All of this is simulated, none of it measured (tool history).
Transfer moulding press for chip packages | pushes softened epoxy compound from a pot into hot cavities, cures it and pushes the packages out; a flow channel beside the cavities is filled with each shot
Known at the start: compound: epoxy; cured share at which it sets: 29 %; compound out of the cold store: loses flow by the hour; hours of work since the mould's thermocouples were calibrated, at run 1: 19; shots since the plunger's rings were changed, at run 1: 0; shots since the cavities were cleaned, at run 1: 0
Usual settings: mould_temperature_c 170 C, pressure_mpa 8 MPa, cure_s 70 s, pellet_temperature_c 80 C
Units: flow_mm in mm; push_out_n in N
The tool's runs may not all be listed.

run	hour	mould_temperature_c	pressure_mpa	cure_s	pellet_temperature_c	hours of work since the mould's thermocouples were calibrated	shots since the plunger's rings were changed	shots since the cavities were cleaned	incoming compound's hours out of the cold store	flow_mm	push_out_n
1	0	170	8	70	80	19	0	0	32.2	595	273
2	9.8	170	8	70	80	25	126	126	8.4	643	382
3	15.4	170	8	70	80	28	198	198	23.8	606	423
4	25.8	170	8	70	80	34	332	332	21	615	482
5	34.3	170	8	70	80	38	443	443	10.4	636	498
6	43.2	170	8	70	80	43	557	557	25.7	599	525
7	50.7	170	8	57	80	47	654	654	19.6	610	782
8	56.2	170	8	84	80	50	725	725	26.9	597	468
9	60.9	170	8	84	80	53	787	787	28.2	586	485
# hour 65.7: cavities cleaned with cleaning compound and waxed
10	72.9	170	8	70	89	58	922	93	44.6	558	595
11	83.2	170	8	70	80	64	1054	225	15.5	615	584
# hour 91.7: cavities cleaned with cleaning compound and waxed, once more
12	91.7	170	8	70	80	68	1145	0	42.7	555	274
13	97.3	170	8	70	80	71	1218	73	32.2	578	327
14	101.7	170	8	70	80	73	1274	129	37.9	571	371
15	109.9	170	8	70	89	78	1380	235	42.5	559	429
16	120.1	170	8.63	70	80	83	1512	367	46	574	470
17	126.2	170	8.63	54	80	86	1590	445	20.2	617	869
18	134.5	170	8.63	54	80	91	1698	553	39.3	584	857
19	141.2	170	8.63	54	80	95	1784	639	21.2	620	912
20	146	170	8.63	54	80	97	1847	702	27.8	607	879
21	153.9	176	9.14	70	80	102	1948	803	35.4	595	476
# hour 157.7: cavities cleaned with cleaning compound and waxed
22	163.8	171	7.62	74	76	106	2057	79	10	600	320
23	169.1	171	7.62	74	76	109	2126	148	46.7	528	355
24	177.8	171	7.62	74	76	114	2237	259	36.1	549	406
25	188.3	164	9.3	86	80	119	2373	395	20.2	645	478
26	194.3	164	9.3	57	71	123	2450	472	23.8	630	1199
27	198.7	170	8	62	84	125	2507	529	11.9	600	632
28	203.5	176	6.04	62	84	128	2570	592	40.3	470	498
# hour 208.1: plunger's sealing rings changed
29	210.4	177	8	70	90	130	30	648	15.8	617	448

Forecast each of these 4 alternatives for the next run:
A	220.5	177	6.23	90	90	136	160	778	24.6	?	?
B	220.5	175	8	70	80	136	160	778	10.7	?	?
C	220.5	177	7.4	70	90	136	160	778	21	?	?
D	220.5	177	8	70	76	136	160	778	16.4	?	?

run	flow_mm	push_out_n
A	527	460
B	629	471
C	581	463
D	613	457
Without the tool's hidden state the same runs would have given:
run	flow_mm	push_out_n
A	530	233
B	633	229
C	585	229
D	617	231
